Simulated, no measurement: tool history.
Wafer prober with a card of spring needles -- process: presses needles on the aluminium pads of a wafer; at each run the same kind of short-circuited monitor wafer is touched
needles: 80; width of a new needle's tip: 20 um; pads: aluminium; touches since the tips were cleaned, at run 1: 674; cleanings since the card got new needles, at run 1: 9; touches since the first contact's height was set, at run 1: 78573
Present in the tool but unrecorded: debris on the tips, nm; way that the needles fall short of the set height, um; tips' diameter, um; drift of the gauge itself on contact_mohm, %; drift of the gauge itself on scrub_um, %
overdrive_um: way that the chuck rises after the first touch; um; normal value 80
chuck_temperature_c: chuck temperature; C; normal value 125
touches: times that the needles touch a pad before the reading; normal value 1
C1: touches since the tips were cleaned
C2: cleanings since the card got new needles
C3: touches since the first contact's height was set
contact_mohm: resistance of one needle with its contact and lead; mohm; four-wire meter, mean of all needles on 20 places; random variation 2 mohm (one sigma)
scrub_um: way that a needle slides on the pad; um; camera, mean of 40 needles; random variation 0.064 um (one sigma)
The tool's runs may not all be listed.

run 1 hour=0.0 | overdrive_um=80 chuck_temperature_c=125 touches=1 | C1=674 C2=9 C3=78573 | contact_mohm=214 scrub_um=21.75
-- hour=16.2 tips cleaned on abrasive film
run 2 hour=28.5 | overdrive_um=80 chuck_temperature_c=88 touches=1 | C1=5710 C2=10 C3=91780 | contact_mohm=206 scrub_um=21.71
-- hour=33.1 tips cleaned on abrasive film
-- hour=50.4 tips cleaned on abrasive film
run 3 hour=52.1 | overdrive_um=80 chuck_temperature_c=88 touches=1 | C1=799 C2=12 C3=102711 | contact_mohm=205 scrub_um=21.69
-- hour=68.4 tips cleaned on abrasive film
run 4 hour=71.1 | overdrive_um=80 chuck_temperature_c=88 touches=1 | C1=1294 C2=13 C3=111510 | contact_mohm=206 scrub_um=21.53
-- hour=86.1 tips cleaned on abrasive film
run 5 hour=96.4 | overdrive_um=80 chuck_temperature_c=125 touches=1 | C1=4822 C2=14 C3=123232 | contact_mohm=216 scrub_um=21.63
-- hour=103.6 tips cleaned on abrasive film
run 6 hour=112.2 | overdrive_um=80 chuck_temperature_c=75 touches=1 | C1=4019 C2=15 C3=130539 | contact_mohm=203 scrub_um=21.63
-- hour=120.4 tips cleaned on abrasive film
run 7 hour=131.1 | overdrive_um=80 chuck_temperature_c=125 touches=1 | C1=4949 C2=16 C3=139266 | contact_mohm=214 scrub_um=21.52
-- hour=137.3 tips cleaned on abrasive film
-- hour=155.2 tips cleaned on abrasive film
run 8 hour=157.4 | overdrive_um=80 chuck_temperature_c=125 touches=1 | C1=1046 C2=18 C3=151450 | contact_mohm=213 scrub_um=21.69
-- hour=172.7 tips cleaned on abrasive film
run 9 hour=176.3 | overdrive_um=80 chuck_temperature_c=125 touches=1 | C1=1701 C2=19 C3=160204 | contact_mohm=210 scrub_um=21.65
-- hour=189.9 tips cleaned on abrasive film
run 10 hour=197.7 | overdrive_um=80 chuck_temperature_c=125 touches=1 | C1=3656 C2=20 C3=170124 | contact_mohm=213 scrub_um=21.61
-- hour=206.7 tips cleaned on abrasive film
run 11 hour=221.9 | overdrive_um=80 chuck_temperature_c=125 touches=1 | C1=7102 C2=21 C3=181341 | contact_mohm=212 scrub_um=21.58
-- hour=223.7 tips cleaned on abrasive film
run 12 hour=235.1 | overdrive_um=80 chuck_temperature_c=125 touches=1 | C1=5287 C2=22 C3=187411 | contact_mohm=216 scrub_um=21.49
-- hour=240.8 tips cleaned on abrasive film
run 13 hour=250.5 | overdrive_um=80 chuck_temperature_c=125 touches=1 | C1=4488 C2=23 C3=194537 | contact_mohm=215 scrub_um=21.55
-- hour=258.0 tips cleaned on abrasive film
-- hour=275.5 tips cleaned on abrasive film
run 14 hour=276.8 | overdrive_um=80 chuck_temperature_c=125 touches=1 | C1=594 C2=25 C3=206706 | contact_mohm=215 scrub_um=21.47
-- hour=293.2 tips cleaned on abrasive film
run 15 hour=293.2 | overdrive_um=80 chuck_temperature_c=125 touches=1 | C1=0 C2=26 C3=214279 | contact_mohm=213 scrub_um=21.65
-- hour=310.1 tips cleaned on abrasive film
run 16 hour=318.1 | overdrive_um=80 chuck_temperature_c=125 touches=1 | C1=3717 C2=27 C3=225837 | contact_mohm=212 scrub_um=21.50
-- hour=327.3 tips cleaned on abrasive film
-- hour=338.7 height of the first contact set anew
-- hour=344.3 tips cleaned on abrasive film
run 17 hour=344.3 | overdrive_um=90 chuck_temperature_c=89 touches=2 | C1=0 C2=29 C3=2586 | contact_mohm=200 scrub_um=24.15
-- hour=361.9 tips cleaned on abrasive film
run 18 hour=376.5 | overdrive_um=100 chuck_temperature_c=123 touches=3 | C1=6793 C2=30 C3=17514 | contact_mohm=207 scrub_um=26.71
-- hour=379.8 tips cleaned on abrasive film
run 19 hour=393.6 | overdrive_um=80 chuck_temperature_c=75 touches=1 | C1=6420 C2=31 C3=25433 | contact_mohm=203 scrub_um=21.40
-- hour=399.1 tips cleaned on abrasive film
-- hour=418.7 tips cleaned on abrasive film
run 20 hour=426.1 | overdrive_um=94 chuck_temperature_c=93 touches=2 | C1=3441 C2=33 C3=40463 | contact_mohm=204 scrub_um=25.18
-- hour=436.0 tips cleaned on abrasive film
-- hour=454.9 tips cleaned on abrasive film
run 21 hour=455.2 | overdrive_um=94 chuck_temperature_c=93 touches=2 | C1=162 C2=35 C3=53945 | contact_mohm=201 scrub_um=25.13

Estimate the outcome of run 22 from the log above:
-- hour=473.5 tips cleaned on abrasive film
run 22 hour=482.9 | overdrive_um=80 chuck_temperature_c=57 touches=1 | C1=4357 C2=36 C3=66778 | contact_mohm=? scrub_um=?

Run 22 came out at contact_mohm 198 mohm, scrub_um 21.34 um.
Take away the tool's hidden state, keep the run-to-run variation as it was, and the same run would have given contact_mohm 197 mohm, scrub_um 21.66 um.

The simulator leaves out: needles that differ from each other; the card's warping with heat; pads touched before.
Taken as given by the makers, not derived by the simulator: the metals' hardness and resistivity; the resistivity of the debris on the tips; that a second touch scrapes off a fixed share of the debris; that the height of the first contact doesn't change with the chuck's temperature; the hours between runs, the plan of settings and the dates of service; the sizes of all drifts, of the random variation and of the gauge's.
